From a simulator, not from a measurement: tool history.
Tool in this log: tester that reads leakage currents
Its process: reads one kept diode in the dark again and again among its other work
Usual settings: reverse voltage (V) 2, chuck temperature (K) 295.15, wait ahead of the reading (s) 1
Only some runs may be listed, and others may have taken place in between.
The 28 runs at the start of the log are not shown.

| run | day | reverse voltage (V) | chuck temperature (K) | wait ahead of the reading (s) | current that the tester gives (pA) |
|---|---|---|---|---|---|
| 29 | 109.654 | 2 | 298.15 | 0.38 | 38.08 |
| 30 | 113.908 | 2.23 | 295.15 | 1 | 31.34 |
|  | 115.542 | chuck's temperature calibrated |
| 31 | 116.925 | 8.47 | 295.15 | 1 | 64.17 |
| 32 | 122.333 | 8.47 | 295.15 | 1 | 64.1 |
| 33 | 125.542 | 8.47 | 295.15 | 1 | 64.1 |
| 34 | 129.829 | 7.25 | 320.15 | 0.77 | 340.35 |
| 35 | 132.2 | 7.25 | 296.15 | 4.63 | 61.44 |
| 36 | 134.825 | 1.29 | 299.15 | 1 | 31.61 |
| 37 | 139.879 | 2.9 | 303.15 | 1.91 | 64.33 |
| 38 | 143.908 | 2.9 | 303.15 | 1.91 | 64.45 |
| 39 | 146.192 | 2.9 | 303.15 | 1.91 | 64.6 |

Branching from run 39: 3 alternative next runs. What would each branch give?
| A | 149.967 | 10.28 | 305.15 | 1.71 | ? |
| B | 149.967 | 8.57 | 302.15 | 1 | ? |
| C | 149.967 | 10.6 | 303.15 | 0.82 | ? |

| run | current that the tester gives (pA) |
|---|---|
| A | 144.87 |
| B | 107.92 |
| C | 129.6 |
Stripped of hidden state, with their random variation kept, the same runs would have yielded:
| run | current that the tester gives (pA) |
|---|---|
| A | 144.77 |
| B | 107.83 |
| C | 129.5 |
